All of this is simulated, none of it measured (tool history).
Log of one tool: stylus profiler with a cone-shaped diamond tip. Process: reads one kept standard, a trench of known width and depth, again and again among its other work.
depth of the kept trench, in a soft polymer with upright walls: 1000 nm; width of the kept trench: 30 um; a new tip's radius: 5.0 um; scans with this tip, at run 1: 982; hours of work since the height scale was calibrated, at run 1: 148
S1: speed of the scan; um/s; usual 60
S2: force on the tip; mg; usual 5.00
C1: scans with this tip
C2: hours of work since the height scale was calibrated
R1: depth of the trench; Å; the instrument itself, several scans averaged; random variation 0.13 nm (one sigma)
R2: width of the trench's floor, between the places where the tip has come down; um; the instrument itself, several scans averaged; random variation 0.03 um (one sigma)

run 1 hour=0.0 | S1=60 S2=5.00 | C1=982 C2=148 | R1=10146.8 R2=23.59
run 2 hour=15.5 | S1=60 S2=5.00 | C1=1054 C2=159 | R1=10148.5 R2=23.64
run 3 hour=38.9 | S1=60 S2=5.00 | C1=1164 C2=176 | R1=10148.6 R2=23.63
run 4 hour=60.7 | S1=60 S2=5.00 | C1=1266 C2=192 | R1=10147.6 R2=23.61
run 5 hour=72.7 | S1=60 S2=5.00 | C1=1322 C2=200 | R1=10149.6 R2=23.59
run 6 hour=89.9 | S1=26 S2=5.00 | C1=1403 C2=212 | R1=10150.1 R2=23.63
run 7 hour=103.2 | S1=26 S2=5.00 | C1=1465 C2=222 | R1=10153.8 R2=23.62
run 8 hour=126.8 | S1=114 S2=2.07 | C1=1576 C2=238 | R1=10082.5 R2=23.28
run 9 hour=139.1 | S1=240 S2=7.34 | C1=1633 C2=247 | R1=10195.4 R2=23.22
run 10 hour=159.2 | S1=146 S2=6.56 | C1=1728 C2=261 | R1=10180.0 R2=23.36
run 11 hour=169.4 | S1=148 S2=3.54 | C1=1775 C2=269 | R1=10120.4 R2=23.25

Forecast each of these 4 alternatives for the next run:
run A hour=191.4 | S1=117 S2=1.69 | C1=1878 C2=284 | R1=? R2=?
run B hour=191.4 | S1=70 S2=9.52 | C1=1878 C2=284 | R1=? R2=?
run C hour=191.4 | S1=88 S2=3.99 | C1=1878 C2=284 | R1=? R2=?
run D hour=191.4 | S1=29 S2=4.60 | C1=1878 C2=284 | R1=? R2=?

run=A R1=10073.9 R2=23.13
run=B R1=10230.5 R2=23.51
run=C R1=10131.0 R2=23.38
run=D R1=10144.9 R2=23.55
Without the tool's hidden state the same runs would have given:
run=A R1=10073.2 R2=23.50
run=B R1=10229.7 R2=23.88
run=C R1=10130.3 R2=23.75
run=D R1=10144.2 R2=23.92

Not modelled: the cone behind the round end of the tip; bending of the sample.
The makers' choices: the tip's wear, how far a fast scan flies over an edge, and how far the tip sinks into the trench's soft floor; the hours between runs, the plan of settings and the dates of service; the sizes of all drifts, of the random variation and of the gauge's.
